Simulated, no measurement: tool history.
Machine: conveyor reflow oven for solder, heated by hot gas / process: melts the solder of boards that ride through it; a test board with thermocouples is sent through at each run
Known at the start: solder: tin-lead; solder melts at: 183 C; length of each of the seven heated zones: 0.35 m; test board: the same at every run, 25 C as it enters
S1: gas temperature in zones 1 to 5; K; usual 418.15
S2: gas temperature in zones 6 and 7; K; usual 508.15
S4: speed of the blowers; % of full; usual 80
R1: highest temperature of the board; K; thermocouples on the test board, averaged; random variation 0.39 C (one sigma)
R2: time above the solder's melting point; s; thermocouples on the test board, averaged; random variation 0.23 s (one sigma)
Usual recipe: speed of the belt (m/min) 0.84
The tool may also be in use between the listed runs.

run 1 day=0 | S1=418.15 S2=508.15 speed_of_the_belt_(m/min)=0.84 S4=80 | R1=489.35 R2=39.1
run 2 day=0.404 | S1=418.15 S2=508.15 speed_of_the_belt_(m/min)=0.84 S4=50 | R1=477.95 R2=28.5
run 3 day=0.646 | S1=418.15 S2=508.15 speed_of_the_belt_(m/min)=0.84 S4=50 | R1=477.35 R2=28.1
run 4 day=0.912 | S1=418.15 S2=508.15 speed_of_the_belt_(m/min)=0.84 S4=50 | R1=477.25 R2=28.7
-- day=1.212 thermocouples of zones 6 and 7 changed
run 5 day=1.262 | S1=418.15 S2=508.15 speed_of_the_belt_(m/min)=0.772 S4=80 | R1=493.15 R2=44.7
run 6 day=1.642 | S1=418.15 S2=508.15 speed_of_the_belt_(m/min)=0.772 S4=80 | R1=492.85 R2=44.4
run 7 day=2.042 | S1=418.15 S2=508.15 speed_of_the_belt_(m/min)=0.772 S4=80 | R1=493.35 R2=44.3
run 8 day=2.3 | S1=418.15 S2=508.15 speed_of_the_belt_(m/min)=0.772 S4=80 | R1=492.95 R2=44.1
run 9 day=2.729 | S1=418.15 S2=523.15 speed_of_the_belt_(m/min)=0.84 S4=80 | R1=503.15 R2=44.3
run 10 day=2.967 | S1=418.15 S2=523.15 speed_of_the_belt_(m/min)=0.84 S4=80 | R1=502.75 R2=44.7
run 11 day=3.462 | S1=418.15 S2=523.15 speed_of_the_belt_(m/min)=0.84 S4=80 | R1=502.85 R2=44.5
run 12 day=3.933 | S1=418.15 S2=523.15 speed_of_the_belt_(m/min)=0.84 S4=80 | R1=503.25 R2=44.9
run 13 day=4.408 | S1=418.15 S2=508.15 speed_of_the_belt_(m/min)=0.84 S4=80 | R1=490.65 R2=39.3
run 14 day=4.654 | S1=418.15 S2=508.15 speed_of_the_belt_(m/min)=0.84 S4=80 | R1=489.85 R2=38.8
run 15 day=4.971 | S1=418.15 S2=521.15 speed_of_the_belt_(m/min)=0.84 S4=80 | R1=500.75 R2=43.9
run 16 day=5.367 | S1=406.15 S2=508.15 speed_of_the_belt_(m/min)=0.806 S4=80 | R1=489.65 R2=37.3
run 17 day=5.796 | S1=429.15 S2=522.15 speed_of_the_belt_(m/min)=0.963 S4=62 | R1=491.95 R2=36.2
run 18 day=6.212 | S1=424.15 S2=513.15 speed_of_the_belt_(m/min)=0.715 S4=80 | R1=499.55 R2=53.2
run 19 day=6.554 | S1=420.15 S2=513.15 speed_of_the_belt_(m/min)=0.836 S4=65 | R1=489.45 R2=38.1
run 20 day=6.842 | S1=418.15 S2=512.15 speed_of_the_belt_(m/min)=0.774 S4=80 | R1=495.95 R2=45.3
run 21 day=7.188 | S1=418.15 S2=512.15 speed_of_the_belt_(m/min)=0.774 S4=80 | R1=495.85 R2=45.4
run 22 day=7.629 | S1=418.15 S2=512.15 speed_of_the_belt_(m/min)=0.774 S4=80 | R1=495.75 R2=45.6
run 23 day=8.092 | S1=412.15 S2=518.15 speed_of_the_belt_(m/min)=0.774 S4=82 | R1=500.25 R2=46.2
run 24 day=8.417 | S1=412.15 S2=518.15 speed_of_the_belt_(m/min)=0.774 S4=82 | R1=500.35 R2=46.1
run 25 day=8.75 | S1=412.15 S2=518.15 speed_of_the_belt_(m/min)=0.777 S4=74 | R1=497.65 R2=44.7
run 26 day=9.192 | S1=415.15 S2=513.15 speed_of_the_belt_(m/min)=0.777 S4=74 | R1=494.05 R2=43.4
run 27 day=9.429 | S1=415.15 S2=513.15 speed_of_the_belt_(m/min)=0.777 S4=74 | R1=493.95 R2=43.6
run 28 day=9.662 | S1=418.15 S2=513.15 speed_of_the_belt_(m/min)=0.94 S4=80 | R1=489.45 R2=34.9

Branching from run 28: 4 alternative next runs. What would each branch give?
run A day=10.033 | S1=418.15 S2=513.15 speed_of_the_belt_(m/min)=0.801 S4=52 | R1=? R2=?
run B day=10.033 | S1=418.15 S2=513.15 speed_of_the_belt_(m/min)=0.94 S4=80 | R1=? R2=?
run C day=10.033 | S1=412.15 S2=519.15 speed_of_the_belt_(m/min)=0.917 S4=80 | R1=? R2=?
run D day=10.033 | S1=421.15 S2=505.15 speed_of_the_belt_(m/min)=0.84 S4=89 | R1=? R2=?

run=A R1=484.05 R2=36.1
run=B R1=489.05 R2=34.5
run=C R1=494.95 R2=36.1
run=D R1=490.25 R2=40.3
Stripped of hidden state, with their random variation kept, the same runs would have yielded:
run=A R1=485.15 R2=36.5
run=B R1=490.75 R2=35
run=C R1=496.65 R2=36.6
run=D R1=491.75 R2=40.7
